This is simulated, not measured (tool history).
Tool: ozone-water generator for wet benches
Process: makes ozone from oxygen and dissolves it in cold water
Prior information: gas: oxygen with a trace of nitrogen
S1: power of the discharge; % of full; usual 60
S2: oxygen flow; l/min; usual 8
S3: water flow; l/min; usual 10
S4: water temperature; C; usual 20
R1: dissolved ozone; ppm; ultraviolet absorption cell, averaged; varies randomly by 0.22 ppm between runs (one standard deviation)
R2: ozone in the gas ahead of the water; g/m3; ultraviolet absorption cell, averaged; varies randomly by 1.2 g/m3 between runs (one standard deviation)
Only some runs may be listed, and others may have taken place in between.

{"run": 1, "hour": 0.0, "S1": 60, "S2": 8, "S3": 10, "S4": 20, "R1": 31.2, "R2": 214.3}
{"run": 2, "hour": 22.9, "S1": 60, "S2": 8, "S3": 10, "S4": 20, "R1": 31.4, "R2": 215.8}
{"run": 3, "hour": 49.5, "S1": 60, "S2": 8, "S3": 10, "S4": 20, "R1": 31.3, "R2": 214.7}
{"run": 4, "hour": 70.2, "S1": 60, "S2": 8, "S3": 10, "S4": 20, "R1": 31.1, "R2": 215.1}
{"run": 5, "hour": 107.5, "S1": 60, "S2": 8, "S3": 10, "S4": 20, "R1": 30.9, "R2": 213.6}
{"run": 6, "hour": 126.3, "S1": 60, "S2": 8, "S3": 10, "S4": 20, "R1": 31.1, "R2": 214.2}
{"run": 7, "hour": 162.3, "S1": 60, "S2": 8, "S3": 10, "S4": 20, "R1": 31.3, "R2": 216.1}
{"run": 8, "hour": 189.7, "S1": 93, "S2": 8, "S3": 10, "S4": 20, "R1": 43.5, "R2": 302}
{"run": 9, "hour": 207.3, "S1": 60, "S2": 9.29, "S3": 10, "S4": 20, "R1": 30.3, "R2": 199.3}
{"run": 10, "hour": 234.2, "S1": 60, "S2": 8.09, "S3": 10, "S4": 20, "R1": 30.9, "R2": 212.9}
{"run": 11, "hour": 265.2, "S1": 60, "S2": 8.09, "S3": 10, "S4": 20, "R1": 30.9, "R2": 213.7}
{"run": 12, "hour": 290.4, "S1": 60, "S2": 8.09, "S3": 10, "S4": 20, "R1": 31.3, "R2": 212.7}
{"run": 13, "hour": 329.3, "S1": 60, "S2": 12.54, "S3": 10, "S4": 20, "R1": 28.3, "R2": 175.6}
{"run": 14, "hour": 349.0, "S1": 60, "S2": 6.61, "S3": 10, "S4": 25, "R1": 28.1, "R2": 230.5}
{"run": 15, "hour": 379.6, "S1": 44, "S2": 11.78, "S3": 8, "S4": 17, "R1": 28, "R2": 143.1}
{"run": 16, "hour": 418.5, "S1": 44, "S2": 11.78, "S3": 15, "S4": 17, "R1": 18.4, "R2": 142.1}
{"run": 17, "hour": 450.0, "S1": 98, "S2": 8, "S3": 10, "S4": 20, "R1": 45.2, "R2": 308.5}
{"run": 18, "hour": 476.3, "S1": 43, "S2": 10.03, "S3": 8, "S4": 20, "R1": 26.7, "R2": 148.6}
{"run": 19, "hour": 496.3, "S1": 60, "S2": 4.73, "S3": 10, "S4": 13, "R1": 36.8, "R2": 266.5}
{"run": 20, "hour": 519.7, "S1": 60, "S2": 4.73, "S3": 10, "S4": 13, "R1": 36.9, "R2": 265.3}
{"run": 21, "hour": 544.6, "S1": 41, "S2": 8, "S3": 15, "S4": 14, "R1": 19, "R2": 158.8}

Run by run, hidden condition taken away, random variation retained:
The tool's hidden condition here consists of: yield of the discharge, % of new electrodes'; contactor's efficiency, % of a clean one's; true water temperature over the reading, C; drift of the gauge itself on ozone_ppm, %; drift of the gauge itself on gas_g_m3, %.
run=1 R1=32.1 R2=216.2
run=2 R1=32.2 R2=217.9
run=3 R1=32.2 R2=216.8
run=4 R1=32 R2=217.2
run=5 R1=31.8 R2=215.8
run=6 R1=32 R2=216.5
run=7 R1=32.3 R2=218.5
run=8 R1=45 R2=306.8
run=9 R1=31.3 R2=201.6
run=10 R1=31.9 R2=215.5
run=11 R1=31.9 R2=216.4
run=12 R1=32.4 R2=215.4
run=13 R1=29.3 R2=177.9
run=14 R1=29 R2=233.7
run=15 R1=28.8 R2=144.5
run=16 R1=19 R2=143.5
run=17 R1=47.1 R2=315.1
run=18 R1=27.5 R2=150.2
run=19 R1=38.1 R2=270.6
run=20 R1=38.3 R2=269.4
run=21 R1=19.6 R2=160.5
